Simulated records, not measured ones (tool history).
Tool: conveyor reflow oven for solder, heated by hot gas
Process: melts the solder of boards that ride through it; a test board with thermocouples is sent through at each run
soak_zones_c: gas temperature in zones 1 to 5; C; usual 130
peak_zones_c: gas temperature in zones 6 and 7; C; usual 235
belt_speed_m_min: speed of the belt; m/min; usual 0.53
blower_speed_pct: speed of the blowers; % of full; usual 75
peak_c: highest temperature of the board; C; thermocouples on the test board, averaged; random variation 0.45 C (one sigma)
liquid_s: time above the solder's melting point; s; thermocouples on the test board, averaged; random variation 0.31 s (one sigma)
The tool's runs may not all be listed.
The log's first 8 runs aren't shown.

| run | hour | soak_zones_c | peak_zones_c | belt_speed_m_min | blower_speed_pct | peak_c | liquid_s |
|---|---|---|---|---|---|---|---|
| 9 | 85.3 | 130 | 235 | 0.518 | 75 | 215.5 | 48 |
| 10 | 98.7 | 130 | 235 | 0.518 | 71 | 214.8 | 47.7 |
| 11 | 105.3 | 130 | 235 | 0.518 | 71 | 213.7 | 47.1 |
| 12 | 116.3 | 130 | 235 | 0.53 | 75 | 215.4 | 45.9 |
| 13 | 130.7 | 130 | 235 | 0.53 | 75 | 214.6 | 46.3 |
| 14 | 143.2 | 130 | 235 | 0.53 | 50 | 208.3 | 39.2 |
| 15 | 150.4 | 130 | 235 | 0.53 | 75 | 214.3 | 46.5 |
| 16 | 164.7 | 130 | 235 | 0.53 | 75 | 213.7 | 46.1 |
|  | 170.9 | flux residue cleaned out of gas plates and filters |
| 17 | 185.3 | 130 | 228 | 0.53 | 58 | 203.1 | 34.8 |
| 18 | 191.8 | 130 | 235 | 0.53 | 89 | 215.2 | 47.3 |
| 19 | 203.2 | 130 | 235 | 0.627 | 64 | 203 | 28.1 |
| 20 | 211.6 | 133 | 235 | 0.53 | 77 | 214 | 46.7 |
|  | 221.8 | flux residue cleaned out of gas plates and filters, once more |
| 21 | 228.8 | 118 | 237 | 0.628 | 82 | 210.7 | 32.3 |
| 22 | 238 | 130 | 231 | 0.479 | 82 | 217.1 | 54.7 |
| 23 | 248.4 | 130 | 235 | 0.53 | 54 | 210.2 | 41.6 |
| 24 | 263.6 | 130 | 235 | 0.53 | 54 | 209.3 | 41.8 |
| 25 | 277.2 | 130 | 235 | 0.53 | 54 | 210.1 | 41.5 |
| 26 | 285.7 | 130 | 235 | 0.53 | 54 | 210.4 | 42.1 |
| 27 | 293.3 | 130 | 235 | 0.53 | 70 | 214.3 | 46.2 |
| 28 | 309.1 | 130 | 231 | 0.582 | 68 | 206 | 35.1 |
| 29 | 320.7 | 130 | 231 | 0.582 | 68 | 206.5 | 35.5 |
| 30 | 329.1 | 133 | 235 | 0.582 | 74 | 212.8 | 40.8 |
| 31 | 343.8 | 145 | 228 | 0.499 | 59 | 209.6 | 51.2 |

Forecast each of these 3 alternatives for the next run:
| A | 357.4 | 145 | 228 | 0.434 | 59 | ? | ? |
| B | 357.4 | 145 | 226 | 0.499 | 84 | ? | ? |
| C | 357.4 | 145 | 228 | 0.499 | 68 | ? | ? |

| run | peak_c | liquid_s |
|---|---|---|
| A | 214.5 | 63.7 |
| B | 213.4 | 54.3 |
| C | 213 | 53.1 |
Without the tool's hidden state the same runs would have given:
| run | peak_c | liquid_s |
|---|---|---|
| A | 214.8 | 63.8 |
| B | 213.9 | 54.5 |
| C | 213.4 | 53.3 |
